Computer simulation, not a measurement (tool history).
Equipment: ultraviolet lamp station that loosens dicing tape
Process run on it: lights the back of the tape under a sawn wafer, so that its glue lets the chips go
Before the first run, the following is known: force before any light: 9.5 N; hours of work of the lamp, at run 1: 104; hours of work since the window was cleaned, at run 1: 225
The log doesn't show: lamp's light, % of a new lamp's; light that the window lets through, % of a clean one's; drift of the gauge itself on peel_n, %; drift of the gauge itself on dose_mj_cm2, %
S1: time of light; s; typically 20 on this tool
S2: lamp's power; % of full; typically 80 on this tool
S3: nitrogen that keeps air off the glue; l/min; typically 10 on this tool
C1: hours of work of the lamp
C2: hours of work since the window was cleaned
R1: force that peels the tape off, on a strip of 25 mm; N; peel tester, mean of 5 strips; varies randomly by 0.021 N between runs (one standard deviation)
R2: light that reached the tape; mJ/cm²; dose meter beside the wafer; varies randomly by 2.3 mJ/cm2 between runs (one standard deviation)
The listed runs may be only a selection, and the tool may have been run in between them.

run   hour  S1  S2  S3   C1   C2     R1   R2
  1    0.0  20  80  10  104  225  1.391  198
  2   25.7  20  84  10  121  242  1.282  199
  3   55.0  20  84  10  141  262  1.349  198
  4   79.8  20  84  10  158  279  1.295  193
  5  105.1  30  80  10  175  296  0.630  277
  6  130.7  30  80   4  192  313  1.050  276
  7  162.4  30  80   7  214  335  0.786  270
  8  187.3  20  80  10  231  352  1.573  179
  9  212.2  20  80  10  247  369  1.596  171
     230.7  -- window cleaned of glue's vapour
 10  241.0  20  80  10  267    7  1.159  206
 11  267.2  20  80  10  284   25  1.192  208
 12  289.7  17  80  10  300   40  1.668  171
 13  305.6  17  80  10  310   51  1.698  170
 14  319.9  20  80  13  320   60  1.159  200
 15  338.4  20  80  13  333   73  1.182  202
 16  361.2  20  80  13  348   89  1.233  198
 17  395.6  20  76   4  372  112  2.181  185
 18  429.3  12  80  10  394  135  2.940  115
 19  462.2  28  80  10  417  157  0.700  264
 20  481.0  28  80  10  429  170  0.728  261
 21  495.6  15  89  13  439  180  1.849  153
 22  510.8  12  89  11  450  190  2.663  117
 23  533.7  20  60   8  465  205  2.570  134
 24  551.4  10  75  10  477  218  4.073   86
 25  569.2  10  75  10  489  230  4.036   86
 26  589.7  15  81  10  503  244  2.470  133
 27  615.0  20  67  10  520  261  2.180  149
 28  631.9  14  64  11  532  272  3.567   96
 29  646.8  14  64  11  542  282  3.520   95
 30  673.6  27  98  13  560  300  0.555  279
 31  706.3  17  80  10  582  323  2.272  139

3 ways to go on from here, each from the tool as it stands after run 31. What would each give?
  A  726.5  10  80   5  596  336   ?   ?
  B  726.5  17  61   6  596  336   ?   ?
  C  726.5  12  88   8  596  336   ?   ?

run     R1   R2
  A  4.829   79
  B  3.590  109
  C  3.236  103
With the hidden condition removed and each run's random variation left untouched, the same runs would have given:
run     R1   R2
  A  3.699  110
  B  2.509  149
  C  2.194  144
